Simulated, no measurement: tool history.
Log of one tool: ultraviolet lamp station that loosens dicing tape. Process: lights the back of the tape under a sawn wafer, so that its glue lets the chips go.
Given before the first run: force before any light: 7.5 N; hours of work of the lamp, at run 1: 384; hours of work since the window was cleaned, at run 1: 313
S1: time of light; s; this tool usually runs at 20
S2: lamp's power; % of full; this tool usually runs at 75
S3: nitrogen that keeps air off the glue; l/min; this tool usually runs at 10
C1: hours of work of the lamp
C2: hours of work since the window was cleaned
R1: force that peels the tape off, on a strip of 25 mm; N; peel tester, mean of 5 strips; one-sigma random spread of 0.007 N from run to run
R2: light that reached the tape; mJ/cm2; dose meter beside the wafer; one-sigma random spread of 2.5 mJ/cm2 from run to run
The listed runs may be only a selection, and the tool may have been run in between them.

run	hour	S1	S2	S3	C1	C2	R1	R2
1	0.0	20	75	10	384	313	0.314	278
2	11.4	20	75	10	389	318	0.309	278
3	36.1	20	75	10	400	329	0.326	273
4	48.7	20	75	10	405	334	0.306	277
5	66.2	20	75	10	413	342	0.326	273
6	79.3	20	75	10	418	347	0.328	275
7	100.8	20	75	10	428	357	0.323	277
8	119.4	20	75	10	436	365	0.325	272
9	142.7	20	75	10	446	375	0.336	271
10	163.8	33	75	10	455	384	0.141	450
11	186.8	33	75	10	465	394	0.144	445
12	198.0	33	75	10	470	399	0.151	444
13	210.2	33	75	10	475	404	0.137	444
14	232.6	33	75	10	485	414	0.142	443
15	253.8	33	75	10	494	423	0.144	444
16	278.9	33	75	10	505	434	0.150	445
17	295.7	20	75	10	512	441	0.354	269
18	314.1	20	75	10	520	449	0.350	264
19	332.7	20	75	4	528	457	0.764	263
20	343.4	29	75	10	533	462	0.169	381
21	367.1	20	75	10	543	472	0.364	268
22	385.5	20	75	7	551	480	0.499	264
# hour 388.9: window cleaned of glue's vapour
23	398.3	20	75	7	556	4	0.438	277
24	413.6	20	75	7	563	11	0.429	278
25	432.6	20	75	7	571	19	0.436	276
26	444.3	32	66	7	576	24	0.215	392
27	459.7	32	98	7	583	31	0.131	573
28	472.0	32	98	7	588	36	0.135	567
29	491.0	32	98	7	597	44	0.142	575
30	511.9	11	75	10	606	53	1.121	149
31	533.0	20	75	5	615	62	0.587	273
32	543.4	20	75	5	619	67	0.626	272
33	562.0	20	75	5	627	75	0.591	271
34	580.7	20	61	18	636	83	0.346	218
35	603.1	15	75	13	645	93	0.520	202
36	625.3	13	75	3	655	103	1.887	174
37	636.0	13	75	3	660	107	1.995	178
38	658.1	17	75	4	669	117	1.040	229
39	671.4	17	75	4	675	122	1.062	228
40	696.8	17	75	4	686	134	1.081	223
41	721.5	17	75	4	697	144	1.067	231
42	732.5	35	65	3	701	149	0.398	399
43	753.8	27	92	3	711	158	0.336	432

How would selected steps in R1 from run to run divide? Give the signed amount a tool lacking its hidden state would still show from settings, what came in and random variation, and the signed amount left for the hidden state, including any gauge scatter that is not in both of the compared results.
What the log doesn't record here: lamp's light, % of a new lamp's; light that the window lets through, % of a clean one's; drift of the gauge itself on peel_n, %; drift of the gauge itself on dose_mj_cm2, %.
Run 19 -> 20: S1 20 -> 29, S3 4 -> 10. R1 -0.595 N: hidden state -0.183, all else -0.412.
Run 29 -> 30: S1 32 -> 11, S2 98 -> 75, S3 7 -> 10. R1 +0.979 N: hidden state +0.223, all else +0.756.
Run 35 -> 36: S1 15 -> 13, S3 13 -> 3. R1 +1.367 N: hidden state +0.196, all else +1.171.
Run 37 -> 38: S1 13 -> 17, S3 3 -> 4. R1 -0.955 N: hidden state -0.107, all else -0.848.
